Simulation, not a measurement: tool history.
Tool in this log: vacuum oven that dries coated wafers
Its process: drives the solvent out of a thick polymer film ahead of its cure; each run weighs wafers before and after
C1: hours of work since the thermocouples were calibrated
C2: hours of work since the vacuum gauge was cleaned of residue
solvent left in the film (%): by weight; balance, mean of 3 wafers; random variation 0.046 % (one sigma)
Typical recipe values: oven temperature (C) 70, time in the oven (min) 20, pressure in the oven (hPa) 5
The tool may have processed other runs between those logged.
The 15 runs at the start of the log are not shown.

run 16 hour=455.7 | oven_temperature_(C)=70 time_in_the_oven_(min)=26 pressure_in_the_oven_(hPa)=5 | C1=165 C2=441 | solvent_left_in_the_film_(%)=2.62
run 17 hour=485.7 | oven_temperature_(C)=70 time_in_the_oven_(min)=26 pressure_in_the_oven_(hPa)=5 | C1=179 C2=454 | solvent_left_in_the_film_(%)=2.59
run 18 hour=526.6 | oven_temperature_(C)=61 time_in_the_oven_(min)=27 pressure_in_the_oven_(hPa)=5 | C1=197 C2=472 | solvent_left_in_the_film_(%)=4.71
run 19 hour=565.3 | oven_temperature_(C)=56 time_in_the_oven_(min)=19 pressure_in_the_oven_(hPa)=12.49 | C1=214 C2=490 | solvent_left_in_the_film_(%)=8.06
run 20 hour=587.5 | oven_temperature_(C)=70 time_in_the_oven_(min)=20 pressure_in_the_oven_(hPa)=17.85 | C1=224 C2=499 | solvent_left_in_the_film_(%)=4.95
run 21 hour=629.6 | oven_temperature_(C)=70 time_in_the_oven_(min)=20 pressure_in_the_oven_(hPa)=17.85 | C1=242 C2=518 | solvent_left_in_the_film_(%)=5.01
run 22 hour=665.8 | oven_temperature_(C)=57 time_in_the_oven_(min)=33 pressure_in_the_oven_(hPa)=4.06 | C1=258 C2=534 | solvent_left_in_the_film_(%)=5.02
run 23 hour=690.3 | oven_temperature_(C)=64 time_in_the_oven_(min)=29 pressure_in_the_oven_(hPa)=8.18 | C1=269 C2=545 | solvent_left_in_the_film_(%)=4.12
run 24 hour=721 | oven_temperature_(C)=63 time_in_the_oven_(min)=12 pressure_in_the_oven_(hPa)=7.52 | C1=283 C2=558 | solvent_left_in_the_film_(%)=7.04
run 25 hour=746.1 | oven_temperature_(C)=80 time_in_the_oven_(min)=11 pressure_in_the_oven_(hPa)=9.91 | C1=294 C2=570 | solvent_left_in_the_film_(%)=3.4
run 26 hour=778.3 | oven_temperature_(C)=58 time_in_the_oven_(min)=24 pressure_in_the_oven_(hPa)=5 | C1=308 C2=584 | solvent_left_in_the_film_(%)=5.9
run 27 hour=799.1 | oven_temperature_(C)=58 time_in_the_oven_(min)=24 pressure_in_the_oven_(hPa)=5 | C1=317 C2=593 | solvent_left_in_the_film_(%)=5.92
run 28 hour=832.7 | oven_temperature_(C)=58 time_in_the_oven_(min)=24 pressure_in_the_oven_(hPa)=5 | C1=332 C2=608 | solvent_left_in_the_film_(%)=6.09
run 29 hour=861.3 | oven_temperature_(C)=73 time_in_the_oven_(min)=31 pressure_in_the_oven_(hPa)=11.71 | C1=345 C2=621 | solvent_left_in_the_film_(%)=2.3
run 30 hour=884.8 | oven_temperature_(C)=73 time_in_the_oven_(min)=26 pressure_in_the_oven_(hPa)=5.13 | C1=355 C2=631 | solvent_left_in_the_film_(%)=1.97
run 31 hour=916.9 | oven_temperature_(C)=58 time_in_the_oven_(min)=21 pressure_in_the_oven_(hPa)=2.77 | C1=369 C2=645 | solvent_left_in_the_film_(%)=6.01
run 32 hour=947.4 | oven_temperature_(C)=65 time_in_the_oven_(min)=20 pressure_in_the_oven_(hPa)=5 | C1=383 C2=659 | solvent_left_in_the_film_(%)=4.74
run 33 hour=968.8 | oven_temperature_(C)=78 time_in_the_oven_(min)=21 pressure_in_the_oven_(hPa)=16.98 | C1=392 C2=668 | solvent_left_in_the_film_(%)=2.83
run 34 hour=992.3 | oven_temperature_(C)=56 time_in_the_oven_(min)=11 pressure_in_the_oven_(hPa)=11.52 | C1=403 C2=679 | solvent_left_in_the_film_(%)=9.27

Forecast each of these 4 alternatives for the next run:
run A hour=1011.5 | oven_temperature_(C)=56 time_in_the_oven_(min)=11 pressure_in_the_oven_(hPa)=11.59 | C1=411 C2=687 | solvent_left_in_the_film_(%)=?
run B hour=1011.5 | oven_temperature_(C)=74 time_in_the_oven_(min)=28 pressure_in_the_oven_(hPa)=15.82 | C1=411 C2=687 | solvent_left_in_the_film_(%)=?
run C hour=1011.5 | oven_temperature_(C)=70 time_in_the_oven_(min)=20 pressure_in_the_oven_(hPa)=2.74 | C1=411 C2=687 | solvent_left_in_the_film_(%)=?
run D hour=1011.5 | oven_temperature_(C)=56 time_in_the_oven_(min)=11 pressure_in_the_oven_(hPa)=14.57 | C1=411 C2=687 | solvent_left_in_the_film_(%)=?

run=A solvent_left_in_the_film_(%)=9.2
run=B solvent_left_in_the_film_(%)=2.86
run=C solvent_left_in_the_film_(%)=3.19
run=D solvent_left_in_the_film_(%)=9.49
Had the tool no hidden state, the same runs would have come out as:
run=A solvent_left_in_the_film_(%)=9.2
run=B solvent_left_in_the_film_(%)=2.85
run=C solvent_left_in_the_film_(%)=3.19
run=D solvent_left_in_the_film_(%)=9.49
